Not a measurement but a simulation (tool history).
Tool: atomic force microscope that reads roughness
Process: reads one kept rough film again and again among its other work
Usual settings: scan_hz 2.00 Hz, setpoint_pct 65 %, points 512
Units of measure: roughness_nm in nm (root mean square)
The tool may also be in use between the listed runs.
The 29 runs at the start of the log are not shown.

run,day,scan_hz,setpoint_pct,points,pictures with this tip,hours of work since the height scale was calibrated,roughness_nm
30,27.262,0.92,80,538,258,113,2.077
# day 27.700: new tip fitted
31,27.996,2.62,63,512,8,126,3.290
32,29.338,2.00,79,512,45,149,2.804
33,30.504,0.53,74,703,77,170,3.060
34,31.388,0.53,74,703,101,186,2.920
35,32.325,0.53,74,703,127,202,2.771
36,33.488,0.53,74,703,159,223,2.638
37,34.579,2.58,81,545,189,242,2.011
38,35.938,1.56,86,545,226,266,1.989
39,36.571,1.56,63,984,243,277,2.255
40,37.383,0.61,88,568,266,291,2.091

Forecast each of these 4 alternatives for the next run:
# day 37.483: new tip fitted
A,38.592,2.00,65,384,30,312,?
# day 37.483: new tip fitted
B,38.592,0.85,82,359,30,312,?
# day 37.483: new tip fitted
C,38.592,0.61,88,331,30,312,?
# day 37.483: new tip fitted
D,38.592,2.00,65,384,30,312,?

run,roughness_nm
A,3.194
B,3.182
C,3.163
D,3.172
With the hidden condition removed and each run's random variation left untouched, the same runs would have given:
run,roughness_nm
A,3.445
B,3.431
C,3.412
D,3.421
